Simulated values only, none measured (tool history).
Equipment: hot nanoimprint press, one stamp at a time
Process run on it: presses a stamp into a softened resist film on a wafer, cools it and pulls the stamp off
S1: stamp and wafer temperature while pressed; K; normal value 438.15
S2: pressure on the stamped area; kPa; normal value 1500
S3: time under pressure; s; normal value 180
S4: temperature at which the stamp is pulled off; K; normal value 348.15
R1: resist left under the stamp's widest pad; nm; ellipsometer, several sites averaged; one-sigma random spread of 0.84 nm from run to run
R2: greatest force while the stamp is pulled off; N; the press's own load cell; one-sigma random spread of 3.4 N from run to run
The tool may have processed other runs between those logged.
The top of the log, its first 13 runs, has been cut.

Run 14, hour 268.6: usual settings but S4 337.15 K. Result: R1 175.5 nm, R2 273 N.
Run 15, hour 280.8: usual settings. Result: R1 174.6 nm, R2 202 N.
Run 16, hour 298.7: usual settings but S2 1740 kPa. Result: R1 164.4 nm, R2 206 N.
Run 17, hour 325.2: usual settings but S1 433.15 K, S2 1110 kPa, S4 350.15 K. Result: R1 248.2 nm, R2 189 N.
Run 18, hour 352.1: usual settings but S1 432.15 K, S2 2270 kPa, S3 108 s. Result: R1 239.3 nm, R2 205 N.
Run 19, hour 372.8: usual settings but S1 430.15 K, S2 2270 kPa, S3 108 s. Result: R1 257.7 nm, R2 200 N.
Run 20, hour 392.2: usual settings but S1 430.15 K, S2 2270 kPa, S3 108 s. Result: R1 257.2 nm, R2 200 N.
Run 21, hour 406.3: usual settings but S1 430.15 K, S2 2270 kPa, S3 108 s. Result: R1 258.4 nm, R2 201 N.
Run 22, hour 418.2: usual settings but S1 430.15 K, S2 2270 kPa, S3 108 s. Result: R1 259.3 nm, R2 201 N.
Run 23, hour 431: usual settings but S2 910 kPa, S4 342.15 K. Result: R1 215.1 nm, R2 239 N.
Run 24, hour 459.4: usual settings but S1 446.15 K, S2 1490 kPa, S3 140 s. Result: R1 125.9 nm, R2 207 N.
Run 25, hour 479.9: usual settings but S1 446.15 K, S2 1490 kPa, S3 140 s. Result: R1 126.5 nm, R2 200 N.
Run 26, hour 493.8: usual settings but S1 437.15 K, S2 1280 kPa, S3 140 s. Result: R1 212.5 nm, R2 211 N.
At hour 513.8: press's hydraulic seals changed and the load cell set to zero.
Run 27, hour 514: usual settings but S1 437.15 K, S2 1170 kPa, S3 140 s. Result: R1 222.6 nm, R2 210 N.
At hour 521.9: stamp cleaned and given a new release coat.
Run 28, hour 537.9: usual settings but S4 353.15 K. Result: R1 174.5 nm, R2 180 N.
Run 29, hour 562.6: usual settings but S2 1940 kPa, S4 335.15 K. Result: R1 157 nm, R2 277 N.
Run 30, hour 584.7: usual settings but S2 1940 kPa, S4 335.15 K. Result: R1 158.2 nm, R2 281 N.

3 options for the next run, each taken on its own from the tool as it stands now. Forecast them:
Run A, hour 603.3: usual settings but S2 1940 kPa, S4 334.15 K. Result: R1 ?, R2 ?.
Run B, hour 603.3: usual settings but S2 970 kPa. Result: R1 ?, R2 ?.
Run C, hour 603.3: usual settings but S1 430.15 K, S2 1940 kPa, S4 345.15 K. Result: R1 ?, R2 ?.

run     R1   R2
  A  158.4  296
  B  210.2  199
  C    239  226
The same runs, with their run-to-run variation unchanged, on a tool lacking any hidden condition would have given:
run     R1   R2
  A  155.2  295
  B    206  198
  C  234.3  225
